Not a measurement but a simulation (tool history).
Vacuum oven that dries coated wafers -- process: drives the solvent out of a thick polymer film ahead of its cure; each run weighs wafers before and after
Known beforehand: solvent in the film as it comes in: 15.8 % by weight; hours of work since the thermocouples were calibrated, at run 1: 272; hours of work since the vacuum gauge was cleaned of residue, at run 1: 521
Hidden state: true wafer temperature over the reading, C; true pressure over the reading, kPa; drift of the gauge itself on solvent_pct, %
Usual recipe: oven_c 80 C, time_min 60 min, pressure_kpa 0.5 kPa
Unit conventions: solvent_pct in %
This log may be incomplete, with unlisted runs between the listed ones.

run,day,oven_c,time_min,pressure_kpa,hours of work since the thermocouples were calibrated,hours of work since the vacuum gauge was cleaned of residue,solvent_pct
1,0,80,60,0.5,272,521,2.41
2,1.033,80,60,0.5,291,540,2.37
3,2.412,80,60,0.5,316,565,2.41
4,4.404,80,56,0.5,353,602,2.68
5,5.433,80,46,0.5,372,621,3.4
6,6.304,80,54,0.5,388,637,2.79
7,7.492,80,54,0.5,410,659,2.79
8,8.625,81,60,0.5,430,680,2.21
9,10.104,81,60,0.5,458,707,2.23
10,11.179,80,60,0.5,477,727,2.41
11,13.046,80,60,0.5,512,761,2.38
12,14.742,80,60,1.123,543,792,2.97
13,15.729,80,60,1.123,561,810,2.96
14,17.233,80,60,1.123,588,838,3.01
15,18.896,95,60,0.5,619,868,0.77
16,20.5,95,60,0.5,649,898,0.76
17,22.033,66,60,0.5,677,926,5.24
18,23.562,66,60,0.5,705,954,5.16
19,25.492,66,60,0.5,740,989,5.16
20,26.775,66,60,0.5,764,1013,5.17
21,27.975,66,60,0.5,786,1035,5.17
22,29.388,66,60,0.5,812,1061,5.16
23,31.138,66,60,0.5,844,1093,5.21
24,32.342,80,40,0.561,866,1115,4.06
25,33.642,76,37,1.532,890,1139,6.12
26,34.775,88,107,1.781,911,1160,1.48
27,36.788,77,55,1.508,948,1197,4.22
28,37.871,77,55,1.508,968,1217,4.35
29,39.075,80,60,1.502,990,1239,3.34
30,40.654,87,101,0.711,1019,1268,0.82
31,41.729,87,101,0.711,1039,1288,0.76
32,43.4,89,100,1.283,1069,1318,1.11
33,45.292,89,100,1.283,1104,1353,1.11

Run 34 is up next; what results do you expect?
34,46.438,82,64,0.402,1125,1374,?

{"run 34": {"solvent_pct": 1.67}}
Without the tool's hidden state the same run would have given solvent_pct 1.67 %.
